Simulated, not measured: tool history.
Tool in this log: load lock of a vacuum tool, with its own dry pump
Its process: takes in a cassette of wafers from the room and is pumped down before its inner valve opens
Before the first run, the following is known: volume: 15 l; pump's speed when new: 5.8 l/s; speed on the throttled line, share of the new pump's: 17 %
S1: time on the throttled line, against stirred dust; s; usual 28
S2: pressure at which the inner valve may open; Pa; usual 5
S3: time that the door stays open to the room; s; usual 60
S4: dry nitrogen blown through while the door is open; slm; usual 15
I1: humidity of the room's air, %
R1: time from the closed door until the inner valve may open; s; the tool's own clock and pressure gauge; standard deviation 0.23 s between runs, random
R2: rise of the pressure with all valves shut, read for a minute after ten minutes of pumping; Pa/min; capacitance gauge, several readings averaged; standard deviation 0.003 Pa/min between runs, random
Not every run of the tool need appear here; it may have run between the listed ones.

{"run": 1, "hour": 0.0, "S1": 28, "S2": 5, "S3": 60, "S4": 15, "I1": 42.6, "R1": 51.2, "R2": 0.084}
{"run": 2, "hour": 127.7, "S1": 28, "S2": 5, "S3": 60, "S4": 15, "I1": 46.2, "R1": 51.4, "R2": 0.088}
{"run": 3, "hour": 211.9, "S1": 28, "S2": 5, "S3": 38, "S4": 15, "I1": 46.2, "R1": 51.3, "R2": 0.081}
{"run": 4, "hour": 281.8, "S1": 28, "S2": 5, "S3": 38, "S4": 15, "I1": 43.4, "R1": 51.3, "R2": 0.081}
{"run": 5, "hour": 381.1, "S1": 28, "S2": 5, "S3": 60, "S4": 15, "I1": 41.6, "R1": 51.3, "R2": 0.091}
{"run": 6, "hour": 464.9, "S1": 28, "S2": 5, "S3": 60, "S4": 15, "I1": 47.0, "R1": 51.5, "R2": 0.087}
{"hour": 496.6, "done": "dry pump taken out, an overhauled one fitted"}
{"run": 7, "hour": 612.4, "S1": 28, "S2": 5, "S3": 60, "S4": 15, "I1": 46.8, "R1": 49.0, "R2": 0.094}
{"run": 8, "hour": 715.8, "S1": 33, "S2": 5, "S3": 60, "S4": 15, "I1": 47.5, "R1": 53.0, "R2": 0.091}
{"run": 9, "hour": 866.4, "S1": 33, "S2": 5, "S3": 60, "S4": 15, "I1": 45.2, "R1": 52.8, "R2": 0.092}
{"run": 10, "hour": 952.7, "S1": 33, "S2": 5, "S3": 60, "S4": 15, "I1": 42.4, "R1": 53.0, "R2": 0.095}
{"run": 11, "hour": 1058.4, "S1": 33, "S2": 5, "S3": 60, "S4": 15, "I1": 42.6, "R1": 53.6, "R2": 0.1}
{"run": 12, "hour": 1213.6, "S1": 33, "S2": 5, "S3": 36, "S4": 15, "I1": 45.1, "R1": 53.1, "R2": 0.1}
{"run": 13, "hour": 1323.6, "S1": 19, "S2": 6, "S3": 140, "S4": 22, "I1": 40.0, "R1": 41.3, "R2": 0.114}
{"run": 14, "hour": 1452.0, "S1": 40, "S2": 6, "S3": 81, "S4": 8, "I1": 44.4, "R1": 58.2, "R2": 0.12}
{"run": 15, "hour": 1526.7, "S1": 24, "S2": 7, "S3": 125, "S4": 31, "I1": 42.6, "R1": 44.8, "R2": 0.107}
{"run": 16, "hour": 1631.4, "S1": 24, "S2": 7, "S3": 125, "S4": 31, "I1": 44.0, "R1": 44.9, "R2": 0.107}
{"run": 17, "hour": 1736.4, "S1": 30, "S2": 5, "S3": 37, "S4": 5, "I1": 43.0, "R1": 50.1, "R2": 0.114}
{"run": 18, "hour": 1828.0, "S1": 28, "S2": 8, "S3": 60, "S4": 9, "I1": 43.6, "R1": 47.8, "R2": 0.115}

Predict the results of run 19:
{"run": 19, "hour": 1894.2, "S1": 33, "S2": 5, "S3": 89, "S4": 10, "I1": 43.0, "R1": "?", "R2": "?"}

Run 19 gave R1 52.8 s, R2 0.124 Pa/min.
Were there no unlogged condition in the tool, this run, its random variation unchanged, would have produced R1 52.7 s, R2 0.037 Pa/min.
